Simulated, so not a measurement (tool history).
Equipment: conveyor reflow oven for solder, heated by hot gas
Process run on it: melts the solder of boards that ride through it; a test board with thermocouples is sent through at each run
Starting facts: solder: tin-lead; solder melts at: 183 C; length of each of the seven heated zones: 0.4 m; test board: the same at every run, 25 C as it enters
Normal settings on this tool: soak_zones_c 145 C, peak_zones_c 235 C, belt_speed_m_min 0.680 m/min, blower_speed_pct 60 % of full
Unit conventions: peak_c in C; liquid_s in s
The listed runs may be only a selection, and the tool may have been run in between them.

run,hour,soak_zones_c,peak_zones_c,belt_speed_m_min,blower_speed_pct,peak_c,liquid_s
1,0.0,145,235,0.680,60,212.0,49.6
2,22.6,145,235,0.718,60,209.5,44.5
3,45.3,145,235,0.718,60,209.7,44.6
4,59.6,145,248,0.718,60,219.9,52.6
5,74.9,145,248,0.718,60,219.9,52.8
# hour 87.6: flux residue cleaned out of gas plates and filters
6,93.9,145,248,0.738,63,219.6,51.1
7,116.2,145,248,0.738,63,219.7,51.1
8,140.8,145,235,0.629,58,214.3,55.8
9,160.0,145,235,0.629,58,213.9,55.9
10,182.5,145,235,0.546,67,220.7,72.1

Here are 4 independent what-if runs from the current tool condition. What would each one return?
A,197.0,150,239,0.680,71,?,?
B,197.0,156,244,0.686,67,?,?
C,197.0,145,249,0.759,80,?,?
D,197.0,153,235,0.680,54,?,?

run,peak_c,liquid_s
A,219.0,57.9
B,223.3,62.1
C,224.9,53.1
D,211.8,52.4
Without the tool's hidden state the same runs would have given:
run,peak_c,liquid_s
A,219.1,57.9
B,223.4,62.1
C,225.0,53.2
D,211.9,52.4
